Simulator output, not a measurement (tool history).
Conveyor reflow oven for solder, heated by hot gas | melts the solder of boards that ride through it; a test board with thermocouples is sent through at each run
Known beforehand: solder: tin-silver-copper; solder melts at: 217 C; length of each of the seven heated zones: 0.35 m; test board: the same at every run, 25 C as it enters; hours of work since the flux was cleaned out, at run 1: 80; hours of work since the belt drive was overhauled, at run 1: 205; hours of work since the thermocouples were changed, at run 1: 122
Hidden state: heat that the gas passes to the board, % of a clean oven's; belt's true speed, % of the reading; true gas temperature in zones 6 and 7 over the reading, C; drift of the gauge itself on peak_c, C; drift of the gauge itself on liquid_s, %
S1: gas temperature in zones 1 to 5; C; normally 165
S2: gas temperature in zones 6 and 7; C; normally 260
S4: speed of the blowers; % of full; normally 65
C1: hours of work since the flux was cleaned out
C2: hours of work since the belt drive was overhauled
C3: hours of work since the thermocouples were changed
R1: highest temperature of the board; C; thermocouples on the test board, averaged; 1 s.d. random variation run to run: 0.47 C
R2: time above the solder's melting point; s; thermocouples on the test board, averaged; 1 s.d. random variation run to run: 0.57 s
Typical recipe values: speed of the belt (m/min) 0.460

{"run": 1, "hour": 0.0, "S1": 165, "S2": 260, "speed of the belt (m/min)": 0.46, "S4": 65, "C1": 80, "C2": 205, "C3": 122, "R1": 244.2, "R2": 58.0}
{"run": 2, "hour": 45.5, "S1": 165, "S2": 260, "speed of the belt (m/min)": 0.46, "S4": 65, "C1": 108, "C2": 232, "C3": 150, "R1": 243.7, "R2": 56.8}
{"hour": 150.0, "done": "flux residue cleaned out of gas plates and filters"}
{"run": 3, "hour": 150.0, "S1": 165, "S2": 260, "speed of the belt (m/min)": 0.406, "S4": 65, "C1": 0, "C2": 293, "C3": 211, "R1": 247.2, "R2": 71.1}
{"run": 4, "hour": 245.4, "S1": 165, "S2": 260, "speed of the belt (m/min)": 0.46, "S4": 58, "C1": 58, "C2": 351, "C3": 269, "R1": 241.9, "R2": 54.7}
{"run": 5, "hour": 345.7, "S1": 165, "S2": 260, "speed of the belt (m/min)": 0.46, "S4": 65, "C1": 119, "C2": 412, "C3": 330, "R1": 244.2, "R2": 56.6}
{"run": 6, "hour": 403.3, "S1": 165, "S2": 268, "speed of the belt (m/min)": 0.46, "S4": 65, "C1": 154, "C2": 447, "C3": 365, "R1": 249.5, "R2": 64.1}
{"hour": 436.4, "done": "flux residue cleaned out of gas plates and filters"}
{"run": 7, "hour": 480.4, "S1": 165, "S2": 268, "speed of the belt (m/min)": 0.46, "S4": 65, "C1": 27, "C2": 491, "C3": 409, "R1": 251.2, "R2": 65.4}
{"run": 8, "hour": 556.5, "S1": 165, "S2": 260, "speed of the belt (m/min)": 0.46, "S4": 65, "C1": 73, "C2": 538, "C3": 455, "R1": 243.8, "R2": 56.9}
{"run": 9, "hour": 599.1, "S1": 165, "S2": 260, "speed of the belt (m/min)": 0.46, "S4": 65, "C1": 99, "C2": 564, "C3": 481, "R1": 243.2, "R2": 58.0}
{"run": 10, "hour": 695.6, "S1": 165, "S2": 260, "speed of the belt (m/min)": 0.46, "S4": 65, "C1": 158, "C2": 623, "C3": 540, "R1": 243.0, "R2": 56.7}
{"hour": 719.5, "done": "flux residue cleaned out of gas plates and filters"}
{"run": 11, "hour": 754.3, "S1": 165, "S2": 260, "speed of the belt (m/min)": 0.432, "S4": 65, "C1": 21, "C2": 655, "C3": 573, "R1": 246.0, "R2": 65.3}
{"run": 12, "hour": 845.4, "S1": 179, "S2": 260, "speed of the belt (m/min)": 0.46, "S4": 65, "C1": 77, "C2": 711, "C3": 629, "R1": 246.1, "R2": 66.7}
{"run": 13, "hour": 933.7, "S1": 165, "S2": 260, "speed of the belt (m/min)": 0.46, "S4": 65, "C1": 131, "C2": 765, "C3": 682, "R1": 243.2, "R2": 57.8}
{"hour": 1003.1, "done": "flux residue cleaned out of gas plates and filters"}
{"run": 14, "hour": 1016.9, "S1": 165, "S2": 260, "speed of the belt (m/min)": 0.46, "S4": 65, "C1": 8, "C2": 813, "C3": 730, "R1": 243.0, "R2": 58.3}
{"run": 15, "hour": 1064.1, "S1": 165, "S2": 260, "speed of the belt (m/min)": 0.46, "S4": 65, "C1": 37, "C2": 841, "C3": 759, "R1": 244.2, "R2": 58.1}
{"run": 16, "hour": 1108.6, "S1": 165, "S2": 261, "speed of the belt (m/min)": 0.483, "S4": 65, "C1": 64, "C2": 868, "C3": 786, "R1": 243.4, "R2": 53.5}
{"run": 17, "hour": 1197.7, "S1": 165, "S2": 260, "speed of the belt (m/min)": 0.526, "S4": 56, "C1": 119, "C2": 923, "C3": 840, "R1": 236.6, "R2": 39.8}
{"run": 18, "hour": 1243.2, "S1": 150, "S2": 260, "speed of the belt (m/min)": 0.435, "S4": 56, "C1": 146, "C2": 950, "C3": 868, "R1": 239.1, "R2": 51.6}
{"hour": 1289.8, "done": "flux residue cleaned out of gas plates and filters"}
{"run": 19, "hour": 1292.0, "S1": 150, "S2": 260, "speed of the belt (m/min)": 0.398, "S4": 53, "C1": 1, "C2": 977, "C3": 895, "R1": 242.5, "R2": 62.5}
{"run": 20, "hour": 1346.8, "S1": 150, "S2": 264, "speed of the belt (m/min)": 0.525, "S4": 53, "C1": 35, "C2": 1011, "C3": 928, "R1": 235.7, "R2": 35.4}
{"run": 21, "hour": 1427.9, "S1": 150, "S2": 264, "speed of the belt (m/min)": 0.525, "S4": 53, "C1": 84, "C2": 1060, "C3": 978, "R1": 236.6, "R2": 34.5}
{"run": 22, "hour": 1522.7, "S1": 150, "S2": 264, "speed of the belt (m/min)": 0.525, "S4": 53, "C1": 142, "C2": 1118, "C3": 1035, "R1": 236.2, "R2": 33.8}
{"hour": 1577.7, "done": "flux residue cleaned out of gas plates and filters"}
{"run": 23, "hour": 1618.4, "S1": 150, "S2": 264, "speed of the belt (m/min)": 0.525, "S4": 53, "C1": 25, "C2": 1173, "C3": 1091, "R1": 235.9, "R2": 35.1}
{"run": 24, "hour": 1709.5, "S1": 150, "S2": 269, "speed of the belt (m/min)": 0.525, "S4": 53, "C1": 80, "C2": 1229, "C3": 1146, "R1": 240.1, "R2": 38.5}
{"run": 25, "hour": 1768.1, "S1": 150, "S2": 273, "speed of the belt (m/min)": 0.524, "S4": 53, "C1": 116, "C2": 1264, "C3": 1182, "R1": 243.0, "R2": 43.4}
{"hour": 1854.9, "done": "belt drive overhauled, speed set with a stopwatch"}
{"run": 26, "hour": 1855.1, "S1": 165, "S2": 260, "speed of the belt (m/min)": 0.46, "S4": 65, "C1": 167, "C2": 0, "C3": 1233, "R1": 242.0, "R2": 54.2}
{"hour": 1866.7, "done": "flux residue cleaned out of gas plates and filters"}
{"run": 27, "hour": 1923.0, "S1": 165, "S2": 270, "speed of the belt (m/min)": 0.46, "S4": 63, "C1": 34, "C2": 39, "C3": 1271, "R1": 250.8, "R2": 63.1}
{"run": 28, "hour": 2018.2, "S1": 152, "S2": 269, "speed of the belt (m/min)": 0.46, "S4": 65, "C1": 92, "C2": 97, "C3": 1329, "R1": 247.6, "R2": 56.4}
{"hour": 2075.4, "done": "thermocouples of zones 6 and 7 changed"}
{"run": 29, "hour": 2116.1, "S1": 152, "S2": 269, "speed of the belt (m/min)": 0.46, "S4": 65, "C1": 151, "C2": 155, "C3": 25, "R1": 249.1, "R2": 57.9}

Here are 5 independent what-if runs from the current tool condition. What would each one return?
{"hour": 2156.3, "done": "flux residue cleaned out of gas plates and filters"}
{"run": "A", "hour": 2185.9, "S1": 152, "S2": 269, "speed of the belt (m/min)": 0.5, "S4": 63, "C1": 18, "C2": 195, "C3": 64, "R1": "?", "R2": "?"}
{"hour": 2156.3, "done": "flux residue cleaned out of gas plates and filters"}
{"run": "B", "hour": 2185.9, "S1": 165, "S2": 254, "speed of the belt (m/min)": 0.46, "S4": 50, "C1": 18, "C2": 195, "C3": 64, "R1": "?", "R2": "?"}
{"hour": 2156.3, "done": "flux residue cleaned out of gas plates and filters"}
{"run": "C", "hour": 2185.9, "S1": 168, "S2": 260, "speed of the belt (m/min)": 0.46, "S4": 58, "C1": 18, "C2": 195, "C3": 64, "R1": "?", "R2": "?"}
{"hour": 2156.3, "done": "flux residue cleaned out of gas plates and filters"}
{"run": "D", "hour": 2185.9, "S1": 156, "S2": 251, "speed of the belt (m/min)": 0.423, "S4": 65, "C1": 18, "C2": 195, "C3": 64, "R1": "?", "R2": "?"}
{"hour": 2156.3, "done": "flux residue cleaned out of gas plates and filters"}
{"run": "E", "hour": 2185.9, "S1": 152, "S2": 269, "speed of the belt (m/min)": 0.532, "S4": 65, "C1": 18, "C2": 195, "C3": 64, "R1": "?", "R2": "?"}

run=A R1=247.2 R2=50.3
run=B R1=236.7 R2=46.4
run=C R1=242.6 R2=58.5
run=D R1=238.6 R2=51.4
run=E R1=244.4 R2=43.7
What these runs would have given with no unlogged condition in the tool:
run=A R1=247.3 R2=50.2
run=B R1=236.8 R2=46.3
run=C R1=242.7 R2=58.4
run=D R1=238.8 R2=51.4
run=E R1=244.5 R2=43.6
